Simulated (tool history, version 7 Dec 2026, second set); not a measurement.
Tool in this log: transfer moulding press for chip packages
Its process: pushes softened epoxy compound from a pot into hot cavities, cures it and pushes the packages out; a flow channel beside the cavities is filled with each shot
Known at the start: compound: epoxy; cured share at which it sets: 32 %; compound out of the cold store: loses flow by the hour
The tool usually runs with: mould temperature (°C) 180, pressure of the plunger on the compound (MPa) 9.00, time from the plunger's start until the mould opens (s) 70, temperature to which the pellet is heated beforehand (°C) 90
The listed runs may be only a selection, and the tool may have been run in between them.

run     day  mould temperature (°C)  pressure of the plunger on the compound (MPa)  time from the plunger's start until the mould opens (s)  temperature to which the pellet is heated beforehand (°C)  incoming compound's hours out of the cold store  length that the compound runs in the flow channel (mm)  greatest force on the pins that push the packages out (N)
  1   0.000                     180                                           9.00                                                       70                                                         90                                             47.9                                                     742                                                        198
  2   0.817                     180                                           9.00                                                       70                                                         90                                             11.3                                                     885                                                        213
  3   1.892                     180                                           9.00                                                       70                                                         90                                             42.2                                                     766                                                        196
  4   2.925                     180                                           9.00                                                       70                                                         90                                              8.5                                                     894                                                        210
  5   4.254                     180                                           9.00                                                       70                                                         94                                             38.1                                                     779                                                        192
  6   5.838                     180                                           9.00                                                       70                                                         94                                             44.2                                                     756                                                        188
  7   6.896                     180                                           9.00                                                       84                                                         90                                             34.2                                                     790                                                        156
  8   8.162                     180                                           9.00                                                       84                                                         90                                             14.2                                                     874                                                        165
  9   9.883                     180                                           9.00                                                       71                                                         90                                             42.8                                                     764                                                        188
 10  11.354                     180                                           9.00                                                       71                                                         90                                             16.6                                                     855                                                        198
 11  12.250                     180                                           9.00                                                       71                                                         90                                             37.8                                                     779                                                        182
 12  13.896                     180                                           9.00                                                       71                                                         90                                             35.7                                                     791                                                        190
 13  15.204                     180                                           9.00                                                       60                                                         90                                             47.2                                                     752                                                        264
 14  16.050                     180                                           9.00                                                       70                                                         81                                             17.0                                                     865                                                        202
 15  17.042                     180                                           6.90                                                       70                                                         82                                              8.7                                                     786                                                        213
 16  18.162                     182                                           6.90                                                       70                                                         87                                             27.0                                                     709                                                        192
 17  19.592                     179                                           9.00                                                       70                                                         90                                             29.0                                                     819                                                        210
 18  21.317                     179                                           9.00                                                       70                                                         90                                             32.6                                                     806                                                        206
 19  22.425                     179                                           9.00                                                       70                                                         90                                              8.9                                                     898                                                        217
 20  23.288                     179                                           9.00                                                      106                                                         98                                             36.8                                                     783                                                        159
 21  24.779                     179                                           9.00                                                      106                                                         98                                             24.4                                                     829                                                        150
 22  25.700                     179                                           8.66                                                       66                                                         98                                             17.4                                                     843                                                        241
 23  27.171                     178                                           9.00                                                       99                                                         99                                             24.9                                                     837                                                        154
 24  28.471                     183                                           9.73                                                      104                                                         83                                             33.0                                                     817                                                        152
 25  30.004                     180                                           9.00                                                       50                                                         99                                             30.6                                                     805                                                        442

The log once held 12 entries between its listed runs, left out of this copy. Where does each go, and what is different about the tool's unlogged condition between the listed run before it and the listed run after it?
After run 2, before run 3: cavities cleaned with cleaning compound and waxed (day 1.604)
  pressure that reaches the compound, % of what is set: 99.93 -> 99.92; grip of the stained cavities, % over clean ones': 1.4 -> 0.2
After run 5, before run 6: cavities cleaned with cleaning compound and waxed (day 5.079)
  pressure that reaches the compound, % of what is set: 99.9 -> 99.89; grip of the stained cavities, % over clean ones': 1.3 -> 0.5
After run 8, before run 9: cavities cleaned with cleaning compound and waxed (day 8.521); plunger's sealing rings changed (day 9.217)
  pressure that reaches the compound, % of what is set: 99.86 -> 99.98; grip of the stained cavities, % over clean ones': 1.4 -> 0.8
After run 10, before run 11: cavities cleaned with cleaning compound and waxed (day 12.050)
  pressure that reaches the compound, % of what is set: 99.97 -> 99.96; grip of the stained cavities, % over clean ones': 1.3 -> 0.2
After run 13, before run 14: cavities cleaned with cleaning compound and waxed (day 15.533)
  pressure that reaches the compound, % of what is set: 99.93 -> 99.92; grip of the stained cavities, % over clean ones': 1.5 -> 0.4
After run 16, before run 17: cavities cleaned with cleaning compound and waxed (day 18.962)
  pressure that reaches the compound, % of what is set: 99.9 -> 99.89; grip of the stained cavities, % over clean ones': 1.3 -> 0.5
After run 18, before run 19: cavities cleaned with cleaning compound and waxed (day 22.396)
  pressure that reaches the compound, % of what is set: 99.87 -> 99.86; grip of the stained cavities, % over clean ones': 1.2 -> 0
After run 20, before run 21: plunger's sealing rings changed (day 23.638)
  pressure that reaches the compound, % of what is set: 99.85 -> 99.98; grip of the stained cavities, % over clean ones': 0.7 -> 1.3
After run 22, before run 23: cavities cleaned with cleaning compound and waxed (day 25.954)
  pressure that reaches the compound, % of what is set: 99.97 -> 99.96; grip of the stained cavities, % over clean ones': 1.5 -> 0.8
After run 23, before run 24: mould's thermocouples calibrated (day 27.558)
  true mould temperature over the reading, C: 0.01 -> 0; pressure that reaches the compound, % of what is set: 99.96 -> 99.95; grip of the stained cavities, % over clean ones': 0.8 -> 1.3
After run 24, before run 25: cavities cleaned with cleaning compound and waxed (day 29.483)
  pressure that reaches the compound, % of what is set: 99.95 -> 99.93; grip of the stained cavities, % over clean ones': 1.3 -> 0.4
